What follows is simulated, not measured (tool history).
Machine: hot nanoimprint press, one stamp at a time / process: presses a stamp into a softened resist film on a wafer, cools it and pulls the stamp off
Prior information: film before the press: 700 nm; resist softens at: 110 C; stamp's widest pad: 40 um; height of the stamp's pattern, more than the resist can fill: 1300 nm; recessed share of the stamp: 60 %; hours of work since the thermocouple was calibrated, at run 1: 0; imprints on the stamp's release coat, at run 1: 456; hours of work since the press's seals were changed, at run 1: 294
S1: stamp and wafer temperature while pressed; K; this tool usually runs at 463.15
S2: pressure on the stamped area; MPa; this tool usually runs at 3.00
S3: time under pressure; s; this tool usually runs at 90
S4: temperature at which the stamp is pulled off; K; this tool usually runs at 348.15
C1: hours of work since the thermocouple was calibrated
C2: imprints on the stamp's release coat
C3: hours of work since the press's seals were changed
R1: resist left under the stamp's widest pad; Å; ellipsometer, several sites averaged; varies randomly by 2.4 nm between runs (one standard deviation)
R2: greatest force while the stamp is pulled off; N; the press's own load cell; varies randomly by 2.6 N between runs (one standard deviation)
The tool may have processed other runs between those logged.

run   hour      S1    S2   S3      S4   C1    C2   C3    R1   R2
  1    0.0  463.15  3.00   90  348.15    0   456  294  3936  138
  2   11.5  463.15  2.43   90  348.15    5   480  299  4312  139
  3   27.7  463.15  2.43   90  348.15   13   514  307  4340  142
  4   40.4  463.15  2.43   90  348.15   19   540  313  4359  141
  5   50.4  463.15  2.43   90  348.15   24   561  318  4340  145
  6   62.8  463.15  3.00   90  348.15   30   587  323  3957  153
  7   74.8  463.15  3.74   90  348.15   35   612  329  3589  147
  8   82.0  463.15  3.74   90  348.15   39   627  332  3567  141
  9   92.6  463.15  3.74  152  348.15   44   650  338  3004  151
 10  105.1  463.15  3.74  152  348.15   50   676  343  2998  154
 11  117.6  463.15  3.74  152  348.15   56   702  349  2994  145
 12  124.6  463.15  3.74  152  347.15   59   717  353  3026  156
 13  135.6  463.15  3.00   90  348.15   64   740  358  3976  155
 14  150.8  463.15  3.00   90  339.15   71   772  365  3940  200
 15  167.5  463.15  3.00   90  339.15   79   807  373  4002  204
 16  174.8  469.15  2.33   90  339.15   83   822  376  3641  203
 17  188.9  474.15  3.41   73  348.15   89   851  383  2708  161
 18  198.1  459.15  1.92   90  351.15   94   871  387  5328  145
 19  208.8  463.15  3.00  113  348.15   99   893  393  3755  164
 20  219.3  466.15  3.44  145  348.15  104   915  397  2858  161
 21  226.5  466.15  3.44  145  348.15  107   930  401  2851  168
 22  234.2  470.15  3.44  145  348.15  111   946  405  2467  168
 23  242.3  461.15  3.97  145  348.15  115   963  408  3249  160
 24  249.3  474.15  2.55   90  334.15  118   978  412  2969  240
 25  261.0  463.15  1.95   90  339.15  124  1002  417  4767  211
 26  274.9  463.15  2.09   90  347.15  130  1032  424  4688  178
 27  287.5  463.15  3.00   61  355.15  136  1058  430  4533  137
 28  297.5  469.15  3.58   75  336.15  141  1079  434  3168  235
     314.4  -- stamp cleaned and given a new release coat
 29  316.2  469.15  3.58   75  336.15  147     4  441  3187  164

Forecast each of these 4 alternatives for the next run:
  A  323.8  469.15  3.58   75  349.15  150  19  444   ?   ?
  B  323.8  469.15  3.58  113  349.15  150  19  444   ?   ?
  C  323.8  459.15  2.80  175  348.15  150  19  444   ?   ?
  D  323.8  462.15  4.54   91  336.15  150  19  444   ?   ?

run    R1   R2
  A  3188  119
  B  2748  121
  C  3936  124
  D  3390  163
Without the tool's unlogged condition, the same runs would have read:
run    R1   R2
  A  3092  117
  B  2662  118
  C  3830  121
  D  3278  160
